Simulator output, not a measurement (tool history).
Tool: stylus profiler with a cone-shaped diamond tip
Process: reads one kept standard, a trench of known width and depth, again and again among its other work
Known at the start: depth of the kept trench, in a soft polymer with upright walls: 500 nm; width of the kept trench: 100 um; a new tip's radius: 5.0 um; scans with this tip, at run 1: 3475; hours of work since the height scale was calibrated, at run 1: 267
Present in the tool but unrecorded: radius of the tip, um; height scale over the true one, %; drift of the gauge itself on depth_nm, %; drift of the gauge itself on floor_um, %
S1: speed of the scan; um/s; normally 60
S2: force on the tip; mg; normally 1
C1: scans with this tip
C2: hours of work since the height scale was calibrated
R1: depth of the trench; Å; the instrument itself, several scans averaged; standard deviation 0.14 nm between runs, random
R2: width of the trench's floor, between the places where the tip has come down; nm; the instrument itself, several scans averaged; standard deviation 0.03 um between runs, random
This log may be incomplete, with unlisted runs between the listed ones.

run     day   S1    S2     C1    C2      R1     R2
  1       0   60     1   3475   267  5025.9  94960
  2   1.104   26     1   3698   284  5025.6  95080
  3   2.225   60     1   3925   301    5027  94870
  4   4.462   60     1   4377   336  5025.3  94860
  5    5.65   60     1   4617   354  5027.6  94790
  6   7.646   60     1   5020   385    5027  94750
  7   9.954   60     1   5487   421  5026.8  94720
  8  11.342   60     1   5767   443  5028.2  94600
  9  12.617   60  2.83   6024   462  5049.3  94730
 10  14.021   60     1   6308   484  5029.8  94590
 11  15.129   60     1   6532   501    5029  94540
 12  17.317   60     1   6974   535  5029.3  94480
 13  18.567   60  1.24   7227   555  5031.9  94480
 14  20.262   60  1.24   7569   581  5033.7  94350
 15  22.554  140     1   8032   616  5031.2  94030
 16  23.996   60     1   8324   639  5030.6  94330
 17   24.95   60     1   8517   654  5033.8  94310
 18  26.179   60  0.54   8765   673  5023.6  94180
 19  27.867   60     1   9106   699    5031  94290
 20   29.15   60     1   9365   719  5030.3  94160
 21  30.279   60     1   9593   736  5032.8  94210
 22  32.258   60     1   9993   767    5033  94160
 23    34.4   29  0.43  10426   800    5025  94130
 24  36.596   60  2.98  10870   834  5056.7  94140
 25  38.075   36  2.44  11169   857  5049.8  94180
 26  39.483   62  2.91  11453   879    5057  94080
 27  40.779  185  0.34  11715   899  5023.2  92870
 28  41.904  100  0.55  11942   916  5029.3  93610
 29  43.842   60  0.39  12334   946  5025.6  93760
 30  46.062   32     1  12782   981  5037.3  93940
 31  47.729   32     1  13119  1007    5036  93890
 32  49.638   18     1  13504  1036  5037.4  93930
 33  50.721   18     1  13724  1053  5037.7  93920
 34  52.254  208     1  14034  1077  5036.5  93000
 35  53.325  208     1  14250  1094  5039.7  92990
 36  55.075  208     1  14603  1121  5037.5  92970
     57.246  -- height scale calibrated on a step standard
 37  57.321  208     1  15053     1  5020.6  92920
 38  58.283   59     1  15248    16  5021.8  93540
 39  60.558   31     1  15707    51  5021.4  93650
 40  62.162  116  1.76  16031    76  5033.7  93320
 41  63.938  125  1.78  16390   104  5031.7  93340

Below, each run's measurement less what the same run would have read without the hidden state. Both values contain the same run-to-run variation, but the gauge's scatter may not be the same in both:
run     R1     R2
  1   +5.1   -440
  2   +5.4   -460
  3   +5.6   -500
  4   +6.1   -560
  5   +6.5   -590
  6   +6.9   -640
  7   +7.4   -700
  8   +7.8   -750
  9   +8.1   -770
 10   +8.3   -810
 11   +8.7   -840
 12   +9.1   -890
 13   +9.4   -920
 14   +9.7   -960
 15  +10.3  -1020
 16  +10.6  -1050
 17  +10.9  -1080
 18  +11.2  -1110
 19  +11.6  -1140
 20  +11.8  -1180
 21  +12.2  -1210
 22  +12.6  -1260
 23  +13.1  -1310
 24  +13.7  -1350
 25  +14.1  -1380
 26  +14.4  -1410
 27  +14.6  -1450
 28  +14.9  -1470
 29  +15.3  -1520
 30  +15.9  -1560
 31  +16.3  -1600
 32  +16.7  -1640
 33    +17  -1670
 34  +17.4  -1710
 35  +17.7  -1730
 36  +18.1  -1760
 37   +0.1  -1810
 38   +0.3  -1830
 39   +0.9  -1880
 40   +1.3  -1920
 41   +1.6  -1960

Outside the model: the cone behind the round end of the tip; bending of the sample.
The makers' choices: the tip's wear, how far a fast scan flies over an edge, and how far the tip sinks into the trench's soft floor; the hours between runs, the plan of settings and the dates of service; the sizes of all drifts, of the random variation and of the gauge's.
